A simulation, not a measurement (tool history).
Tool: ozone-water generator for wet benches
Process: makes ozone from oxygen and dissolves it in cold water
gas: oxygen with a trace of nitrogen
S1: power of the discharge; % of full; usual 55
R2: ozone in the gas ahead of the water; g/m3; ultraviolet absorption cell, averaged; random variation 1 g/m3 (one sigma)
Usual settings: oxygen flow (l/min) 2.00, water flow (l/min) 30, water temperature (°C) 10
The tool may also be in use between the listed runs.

run 1 hour=0.0 | S1=55 oxygen_flow_(l/min)=2.00 water_flow_(l/min)=30 water_temperature_(°C)=10 | dissolved_ozone_(ppm)=8.8 R2=183.1
run 2 hour=59.1 | S1=42 oxygen_flow_(l/min)=2.00 water_flow_(l/min)=30 water_temperature_(°C)=10 | dissolved_ozone_(ppm)=7.1 R2=141.7
run 3 hour=188.7 | S1=42 oxygen_flow_(l/min)=2.00 water_flow_(l/min)=30 water_temperature_(°C)=10 | dissolved_ozone_(ppm)=7.0 R2=142.5
run 4 hour=255.2 | S1=42 oxygen_flow_(l/min)=2.00 water_flow_(l/min)=30 water_temperature_(°C)=10 | dissolved_ozone_(ppm)=7.1 R2=142.3
run 5 hour=330.3 | S1=97 oxygen_flow_(l/min)=2.00 water_flow_(l/min)=30 water_temperature_(°C)=10 | dissolved_ozone_(ppm)=14.9 R2=304.0
run 6 hour=462.9 | S1=55 oxygen_flow_(l/min)=2.00 water_flow_(l/min)=30 water_temperature_(°C)=10 | dissolved_ozone_(ppm)=8.9 R2=180.3
-- hour=530.0 water thermometer calibrated
run 7 hour=536.7 | S1=55 oxygen_flow_(l/min)=2.00 water_flow_(l/min)=30 water_temperature_(°C)=10 | dissolved_ozone_(ppm)=9.0 R2=181.6
run 8 hour=670.7 | S1=55 oxygen_flow_(l/min)=2.00 water_flow_(l/min)=30 water_temperature_(°C)=10 | dissolved_ozone_(ppm)=9.2 R2=181.4
run 9 hour=778.2 | S1=55 oxygen_flow_(l/min)=2.00 water_flow_(l/min)=30 water_temperature_(°C)=10 | dissolved_ozone_(ppm)=8.8 R2=180.9
run 10 hour=907.9 | S1=55 oxygen_flow_(l/min)=2.00 water_flow_(l/min)=30 water_temperature_(°C)=10 | dissolved_ozone_(ppm)=8.8 R2=180.6
run 11 hour=977.0 | S1=55 oxygen_flow_(l/min)=2.00 water_flow_(l/min)=30 water_temperature_(°C)=10 | dissolved_ozone_(ppm)=9.0 R2=180.9
run 12 hour=1042.5 | S1=55 oxygen_flow_(l/min)=2.00 water_flow_(l/min)=30 water_temperature_(°C)=10 | dissolved_ozone_(ppm)=8.7 R2=178.8
run 13 hour=1168.5 | S1=55 oxygen_flow_(l/min)=2.00 water_flow_(l/min)=30 water_temperature_(°C)=10 | dissolved_ozone_(ppm)=9.1 R2=178.3
run 14 hour=1284.2 | S1=55 oxygen_flow_(l/min)=1.18 water_flow_(l/min)=30 water_temperature_(°C)=10 | dissolved_ozone_(ppm)=7.9 R2=252.2
run 15 hour=1386.8 | S1=55 oxygen_flow_(l/min)=1.18 water_flow_(l/min)=30 water_temperature_(°C)=10 | dissolved_ozone_(ppm)=8.0 R2=251.0
run 16 hour=1481.2 | S1=55 oxygen_flow_(l/min)=1.18 water_flow_(l/min)=30 water_temperature_(°C)=10 | dissolved_ozone_(ppm)=7.8 R2=249.3
run 17 hour=1587.3 | S1=46 oxygen_flow_(l/min)=2.94 water_flow_(l/min)=48 water_temperature_(°C)=18 | dissolved_ozone_(ppm)=5.0 R2=117.3
run 18 hour=1676.4 | S1=58 oxygen_flow_(l/min)=2.94 water_flow_(l/min)=48 water_temperature_(°C)=18 | dissolved_ozone_(ppm)=6.0 R2=147.4
run 19 hour=1751.1 | S1=92 oxygen_flow_(l/min)=2.94 water_flow_(l/min)=48 water_temperature_(°C)=18 | dissolved_ozone_(ppm)=9.7 R2=226.2
run 20 hour=1852.2 | S1=92 oxygen_flow_(l/min)=2.94 water_flow_(l/min)=48 water_temperature_(°C)=18 | dissolved_ozone_(ppm)=9.3 R2=226.0
run 21 hour=1939.8 | S1=46 oxygen_flow_(l/min)=1.15 water_flow_(l/min)=18 water_temperature_(°C)=9 | dissolved_ozone_(ppm)=11.2 R2=213.4
run 22 hour=2026.3 | S1=46 oxygen_flow_(l/min)=1.15 water_flow_(l/min)=18 water_temperature_(°C)=9 | dissolved_ozone_(ppm)=11.1 R2=210.4
-- hour=2095.0 gauge calibrated
run 23 hour=2095.0 | S1=46 oxygen_flow_(l/min)=1.15 water_flow_(l/min)=18 water_temperature_(°C)=9 | dissolved_ozone_(ppm)=11.0 R2=219.2
run 24 hour=2165.7 | S1=46 oxygen_flow_(l/min)=1.15 water_flow_(l/min)=18 water_temperature_(°C)=9 | dissolved_ozone_(ppm)=10.9 R2=219.6
run 25 hour=2222.8 | S1=46 oxygen_flow_(l/min)=1.15 water_flow_(l/min)=18 water_temperature_(°C)=9 | dissolved_ozone_(ppm)=11.1 R2=218.9
run 26 hour=2329.0 | S1=68 oxygen_flow_(l/min)=1.26 water_flow_(l/min)=43 water_temperature_(°C)=8 | dissolved_ozone_(ppm)=6.6 R2=296.7
run 27 hour=2398.0 | S1=86 oxygen_flow_(l/min)=3.11 water_flow_(l/min)=43 water_temperature_(°C)=8 | dissolved_ozone_(ppm)=10.7 R2=207.9
run 28 hour=2469.1 | S1=86 oxygen_flow_(l/min)=3.11 water_flow_(l/min)=43 water_temperature_(°C)=8 | dissolved_ozone_(ppm)=10.2 R2=207.0
run 29 hour=2595.9 | S1=86 oxygen_flow_(l/min)=3.11 water_flow_(l/min)=43 water_temperature_(°C)=8 | dissolved_ozone_(ppm)=10.5 R2=208.4
run 30 hour=2663.8 | S1=86 oxygen_flow_(l/min)=3.11 water_flow_(l/min)=43 water_temperature_(°C)=8 | dissolved_ozone_(ppm)=10.5 R2=206.2
run 31 hour=2769.5 | S1=55 oxygen_flow_(l/min)=2.21 water_flow_(l/min)=31 water_temperature_(°C)=10 | dissolved_ozone_(ppm)=9.0 R2=169.2

3 ways to go on from here, each from the tool as it stands after run 31. What would each give?
run A hour=2865.3 | S1=97 oxygen_flow_(l/min)=2.05 water_flow_(l/min)=22 water_temperature_(°C)=10 | dissolved_ozone_(ppm)=? R2=?
run B hour=2865.3 | S1=48 oxygen_flow_(l/min)=2.67 water_flow_(l/min)=27 water_temperature_(°C)=10 | dissolved_ozone_(ppm)=? R2=?
run C hour=2865.3 | S1=55 oxygen_flow_(l/min)=2.31 water_flow_(l/min)=30 water_temperature_(°C)=10 | dissolved_ozone_(ppm)=? R2=?

run=A dissolved_ozone_(ppm)=20.1 R2=299.6
run=B dissolved_ozone_(ppm)=9.2 R2=131.5
run=C dissolved_ozone_(ppm)=9.3 R2=164.0
Without the tool's hidden state the same runs would have given:
run=A dissolved_ozone_(ppm)=20.1 R2=303.5
run=B dissolved_ozone_(ppm)=9.2 R2=133.0
run=C dissolved_ozone_(ppm)=9.3 R2=166.0

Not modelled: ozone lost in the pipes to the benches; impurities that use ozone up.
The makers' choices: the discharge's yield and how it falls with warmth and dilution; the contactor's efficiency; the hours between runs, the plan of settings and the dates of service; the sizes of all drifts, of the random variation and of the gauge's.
